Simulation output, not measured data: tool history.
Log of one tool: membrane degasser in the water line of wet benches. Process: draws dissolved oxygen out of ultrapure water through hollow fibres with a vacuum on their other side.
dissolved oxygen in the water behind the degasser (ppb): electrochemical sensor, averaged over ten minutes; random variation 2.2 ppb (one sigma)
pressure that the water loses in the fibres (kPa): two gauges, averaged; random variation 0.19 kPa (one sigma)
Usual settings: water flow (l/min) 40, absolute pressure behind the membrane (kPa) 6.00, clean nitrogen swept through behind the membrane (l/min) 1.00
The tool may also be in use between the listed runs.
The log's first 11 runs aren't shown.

| run | day | water flow (l/min) | absolute pressure behind the membrane (kPa) | clean nitrogen swept through behind the membrane (l/min) | hours since the membrane was changed | hours since the vacuum gauge was calibrated | hours since the vacuum lines were made tight | dissolved oxygen in the water behind the degasser (ppb) | pressure that the water loses in the fibres (kPa) |
|---|---|---|---|---|---|---|---|---|---|
| 12 | 32.300 | 40 | 6.00 | 0.48 | 2971 | 8261 | 5555 | 456.2 | 37.31 |
|  | 33.975 | seals of the vacuum lines changed |
| 13 | 36.154 | 40 | 6.00 | 0.48 | 3061 | 8352 | 52 | 457.4 | 37.50 |
| 14 | 39.838 | 40 | 11.65 | 1.00 | 3150 | 8440 | 141 | 691.5 | 37.69 |
|  | 42.308 | vacuum gauge calibrated |
| 15 | 42.475 | 40 | 11.65 | 1.00 | 3212 | 4 | 203 | 722.6 | 37.59 |
| 16 | 44.925 | 40 | 11.65 | 1.00 | 3271 | 63 | 262 | 704.7 | 37.68 |
|  | 47.917 | vacuum gauge calibrated, once more |
| 17 | 48.662 | 40 | 11.65 | 1.00 | 3361 | 18 | 352 | 637.3 | 37.82 |
| 18 | 51.117 | 25 | 3.98 | 1.00 | 3419 | 77 | 410 | 42.4 | 23.27 |
| 19 | 52.696 | 45 | 13.24 | 2.98 | 3457 | 115 | 448 | 341.7 | 42.73 |
| 20 | 55.604 | 33 | 13.46 | 1.31 | 3527 | 184 | 518 | 532.0 | 31.10 |
| 21 | 59.067 | 50 | 7.97 | 0.67 | 3610 | 268 | 601 | 583.4 | 47.28 |
| 22 | 60.833 | 40 | 6.00 | 0.51 | 3653 | 310 | 644 | 359.1 | 37.70 |
| 23 | 63.942 | 40 | 10.12 | 1.50 | 3727 | 385 | 718 | 385.4 | 37.98 |

Run 24 comes next. What will it give?
| 24 | 67.271 | 40 | 12.51 | 0.52 | 3807 | 465 | 798 | ? | ? |

{"run 24": {"dissolved oxygen in the water behind the degasser (ppb)": 1107.2, "pressure that the water loses in the fibres (kPa)": 37.79}}
Without the tool's hidden state the same run would have given dissolved oxygen in the water behind the degasser (ppb) 1103.1, pressure that the water loses in the fibres (kPa) 36.56.
